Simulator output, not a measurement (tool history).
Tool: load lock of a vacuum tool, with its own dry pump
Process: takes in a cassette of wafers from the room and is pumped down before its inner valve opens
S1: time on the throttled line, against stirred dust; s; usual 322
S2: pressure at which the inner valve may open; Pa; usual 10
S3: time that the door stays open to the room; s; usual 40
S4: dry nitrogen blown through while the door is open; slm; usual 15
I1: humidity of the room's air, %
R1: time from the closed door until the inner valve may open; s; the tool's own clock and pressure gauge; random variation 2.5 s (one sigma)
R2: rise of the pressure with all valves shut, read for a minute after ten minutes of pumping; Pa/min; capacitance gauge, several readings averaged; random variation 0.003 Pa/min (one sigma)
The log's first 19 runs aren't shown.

run 20 hour=4843.5 | S1=494 S2=10 S3=156 S4=4 | I1=43.0 | R1=575.4 R2=0.099
run 21 hour=5189.4 | S1=494 S2=10 S3=156 S4=4 | I1=48.5 | R1=577.8 R2=0.113
run 22 hour=5444.7 | S1=206 S2=10 S3=156 S4=6 | I1=45.3 | R1=308.9 R2=0.101
run 23 hour=5661.7 | S1=206 S2=10 S3=156 S4=6 | I1=45.9 | R1=306.9 R2=0.100
run 24 hour=5827.2 | S1=474 S2=10 S3=33 S4=6 | I1=48.4 | R1=555.6 R2=0.041
run 25 hour=6092.8 | S1=322 S2=10 S3=227 S4=30 | I1=41.2 | R1=410.5 R2=0.062
run 26 hour=6436.3 | S1=389 S2=19 S3=227 S4=27 | I1=45.4 | R1=461.9 R2=0.072
run 27 hour=6643.7 | S1=389 S2=19 S3=227 S4=27 | I1=44.7 | R1=463.9 R2=0.073
run 28 hour=6950.6 | S1=389 S2=19 S3=227 S4=27 | I1=42.5 | R1=464.5 R2=0.070
run 29 hour=7251.5 | S1=389 S2=19 S3=227 S4=27 | I1=43.4 | R1=466.7 R2=0.075
run 30 hour=7474.6 | S1=501 S2=10 S3=40 S4=15 | I1=42.1 | R1=568.3 R2=0.026
run 31 hour=7735.7 | S1=501 S2=10 S3=40 S4=15 | I1=47.8 | R1=575.9 R2=0.030
run 32 hour=7922.5 | S1=322 S2=10 S3=232 S4=15 | I1=43.8 | R1=414.2 R2=0.096
run 33 hour=8115.5 | S1=401 S2=17 S3=232 S4=4 | I1=45.7 | R1=476.9 R2=0.139
run 34 hour=8273.9 | S1=322 S2=10 S3=30 S4=15 | I1=46.8 | R1=415.9 R2=0.025
run 35 hour=8507.6 | S1=322 S2=10 S3=40 S4=6 | I1=45.5 | R1=415.1 R2=0.036
run 36 hour=8805.1 | S1=322 S2=10 S3=40 S4=6 | I1=44.1 | R1=412.2 R2=0.043

5 ways to go on from here, each from the tool as it stands after run 36. What would each give?
run A hour=9094.3 | S1=322 S2=8 S3=59 S4=6 | I1=44.9 | R1=? R2=?
run B hour=9094.3 | S1=322 S2=7 S3=40 S4=20 | I1=43.7 | R1=? R2=?
run C hour=9094.3 | S1=322 S2=9 S3=40 S4=6 | I1=43.4 | R1=? R2=?
run D hour=9094.3 | S1=432 S2=11 S3=40 S4=25 | I1=42.9 | R1=? R2=?
run E hour=9094.3 | S1=322 S2=10 S3=40 S4=14 | I1=45.8 | R1=? R2=?

run=A R1=422.9 R2=0.053
run=B R1=417.0 R2=0.026
run=C R1=413.8 R2=0.039
run=D R1=508.3 R2=0.021
run=E R1=411.6 R2=0.029
Without the tool's hidden state the same runs would have given:
run=A R1=422.9 R2=0.053
run=B R1=417.0 R2=0.025
run=C R1=413.8 R2=0.039
run=D R1=508.2 R2=0.021
run=E R1=411.6 R2=0.029

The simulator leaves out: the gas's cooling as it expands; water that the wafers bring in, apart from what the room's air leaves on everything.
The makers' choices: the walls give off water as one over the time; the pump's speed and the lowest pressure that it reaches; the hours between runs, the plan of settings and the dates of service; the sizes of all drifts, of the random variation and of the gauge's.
